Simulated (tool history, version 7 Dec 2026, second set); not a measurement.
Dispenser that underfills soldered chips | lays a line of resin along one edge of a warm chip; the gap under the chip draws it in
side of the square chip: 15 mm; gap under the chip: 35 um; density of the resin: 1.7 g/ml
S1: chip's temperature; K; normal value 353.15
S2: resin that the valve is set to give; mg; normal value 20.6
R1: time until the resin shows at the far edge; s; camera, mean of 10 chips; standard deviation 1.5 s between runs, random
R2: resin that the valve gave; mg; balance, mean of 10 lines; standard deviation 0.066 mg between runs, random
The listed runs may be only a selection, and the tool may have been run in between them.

run   hour      S1    S2     R1     R2
  1    0.0  353.15  20.6  163.7  20.49
       5.8  -- new syringe of resin
  2   12.1  353.15  20.6  159.9  20.29
      17.8  -- new syringe of resin
  3   22.7  353.15  20.6  158.4  20.30
      30.0  -- new syringe of resin
  4   36.4  353.15  20.6  162.2  19.98
      41.6  -- new syringe of resin
  5   43.9  353.15  20.6  150.3  19.95
      53.1  -- new syringe of resin
  6   53.1  353.15  20.6  137.3  19.74
      65.5  -- new syringe of resin
  7   69.4  353.15  20.6  155.2  19.60
      71.8  -- dispensing valve cleaned and set on the balance
  8   77.3  353.15  20.6  182.1  20.66
      78.6  -- new syringe of resin
  9   86.1  353.15  20.6  166.5  20.53
      91.0  -- new syringe of resin
 10   96.2  353.15  20.6  157.5  20.54
     103.6  -- new syringe of resin
 11  105.3  353.15  20.6  145.4  20.27
     116.2  -- new syringe of resin
 12  119.5  353.15  20.6  146.5  20.07
     128.4  -- new syringe of resin
 13  132.1  353.15  20.6  148.2  19.91
     140.3  -- new syringe of resin
 14  148.3  353.15  20.6  167.9  19.77
     152.0  -- new syringe of resin
     153.0  -- dispensing valve cleaned and set on the balance
 15  161.8  353.15  20.6  172.9  20.47
     165.0  -- new syringe of resin
 16  168.9  353.15  20.6  147.0  20.41
     176.5  -- new syringe of resin
 17  179.0  353.15  20.6  145.4  20.19
     188.3  -- new syringe of resin
 18  188.8  351.15  17.5  150.1  17.12
 19  196.9  338.15  24.4  258.3  23.66
     200.3  -- new syringe of resin
 20  209.4  349.15  19.3  199.2  18.72
     212.5  -- new syringe of resin
 21  217.2  355.15  18.2  149.7  17.52
     224.5  -- new syringe of resin
 22  229.0  355.15  18.2  143.1  17.57
     233.7  -- dispensing valve cleaned and set on the balance
     237.2  -- new syringe of resin
 23  240.5  350.15  21.6  163.6  21.45
 24  247.6  354.15  20.6  171.7  20.37
     249.0  -- new syringe of resin
     260.8  -- new syringe of resin
 25  263.1  363.15  23.7  105.7  23.29
     272.4  -- new syringe of resin
 26  272.7  353.15  18.9  140.0  18.53
 27  280.5  355.15  25.9  157.0  25.27
     284.3  -- new syringe of resin
 28  287.3  355.15  25.9  134.8  25.13
 29  294.2  362.15  24.1  131.5  23.23
     296.9  -- new syringe of resin
 30  303.0  362.15  19.2  124.0  18.52
     308.9  -- new syringe of resin
     315.0  -- dispensing valve cleaned and set on the balance
 31  318.1  365.15  23.8  114.1  23.78
     321.8  -- new syringe of resin
     333.5  -- new syringe of resin
 32  333.8  365.15  18.3   97.9  18.02
 33  341.7  352.15  24.5  165.6  24.02

A few steps of R1 between consecutive runs. Split each: what settings, incoming material and random variation would produce without the hidden state, and what is left over for the hidden state, along with gauge scatter present in only one of the two compared results (measured, and without hidden state):
What the log doesn't record here: resin's viscosity, % of fresh resin's; dose that the valve gives, % of what is set; true chip temperature over the reading, C; drift of the gauge itself on fill_s, %; drift of the gauge itself on given_mg, %.
Run 7 -> 8: dispensing valve cleaned and set on the balance. R1 +26.9 s: hidden state +28.1, all else -1.2.
Run 18 -> 19: S1 351.15 -> 338.15, S2 17.5 -> 24.4. R1 +108.2 s: hidden state +40.3, all else +67.9.
Run 24 -> 25: S1 354.15 -> 363.15, S2 20.6 -> 23.7, new syringe of resin, new syringe of resin. R1 -66.0 s: hidden state -32.0, all else -34.0.
Run 32 -> 33: S1 365.15 -> 352.15, S2 18.3 -> 24.5. R1 +67.7 s: hidden state +25.5, all else +42.2.
